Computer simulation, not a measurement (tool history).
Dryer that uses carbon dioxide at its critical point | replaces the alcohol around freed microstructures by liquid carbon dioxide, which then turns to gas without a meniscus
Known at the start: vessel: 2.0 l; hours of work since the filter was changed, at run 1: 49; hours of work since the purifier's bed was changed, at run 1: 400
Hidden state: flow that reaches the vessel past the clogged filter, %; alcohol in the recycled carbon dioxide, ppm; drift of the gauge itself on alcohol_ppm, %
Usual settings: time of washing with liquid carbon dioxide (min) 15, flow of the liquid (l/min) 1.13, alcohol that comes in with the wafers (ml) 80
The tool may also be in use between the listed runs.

run	day	time of washing with liquid carbon dioxide (min)	flow of the liquid (l/min)	alcohol that comes in with the wafers (ml)	hours of work since the filter was changed	hours of work since the purifier's bed was changed	alcohol left in the vessel before it's heated (ppm by volume)
1	0	15	1.13	80	49	400	75
2	1.05	15	1.13	80	66	416	71
3	2.992	15	1.13	80	96	447	70
4	3.933	15	1.13	80	111	461	70
5	5.825	18	1.13	80	140	491	56
6	7.179	15	1.89	80	161	512	49
7	8.917	14	1.13	80	188	539	106
8	10.325	15	1.13	80	210	561	86
9	11.833	15	1.13	80	234	584	90
10	13.371	15	1.13	80	258	608	88
11	15.325	15	1.13	80	288	639	106
12	16.412	15	1.13	80	305	656	102
13	17.662	20	1.13	80	325	675	56
14	19.975	10	1.13	80	361	711	512
15	21.938	10	1.13	80	391	742	525
# day 23.521: inlet filter changed
16	23.8	10	1.13	80	4	770	355
17	25.929	15	1.13	80	37	803	99
18	27.071	15	1.13	80	55	821	106
19	28.829	15	1.13	80	83	848	103
20	31.108	15	1.13	80	118	884	105
21	32.817	10	1.13	80	145	910	405
22	34.529	15	1.13	80	171	937	122
23	36.117	15	1.13	80	196	962	125
24	38.204	15	1.13	80	229	994	137
25	40.525	15	1.13	80	265	1030	136
26	42.167	10	1.57	22	290	1056	120
27	43.404	10	1.57	104	310	1075	201
28	45.692	15	1.13	52	345	1111	135
29	47.775	15	1.13	27	378	1143	123
30	48.942	14	0.81	80	396	1161	538
# day 50.338: inlet filter changed
31	50.679	14	0.81	80	5	1188	359
32	52.379	14	0.81	80	32	1214	372
33	54.429	14	1.13	106	64	1246	188
34	55.842	14	1.13	106	86	1268	171
35	56.867	14	1.13	106	102	1284	168
36	58.408	16	1.13	31	126	1308	133
37	59.646	15	1.13	51	145	1328	134
38	60.904	15	1.13	51	165	1347	147
# day 61.154: purifier's bed changed
39	63.288	15	1.13	51	200	33	25
40	65.108	15	1.13	27	228	62	17
41	66.329	15	1.13	27	247	81	21
42	67.338	15	1.13	27	263	96	32
43	68.471	13	1.52	53	280	114	24

Run 44 comes next. What will it give?
44	70.438	13	1.52	53	311	145	?

alcohol left in the vessel before it's heated (ppm by volume): 43
Without the tool's hidden state the same run would have given alcohol left in the vessel before it's heated (ppm by volume) 24.

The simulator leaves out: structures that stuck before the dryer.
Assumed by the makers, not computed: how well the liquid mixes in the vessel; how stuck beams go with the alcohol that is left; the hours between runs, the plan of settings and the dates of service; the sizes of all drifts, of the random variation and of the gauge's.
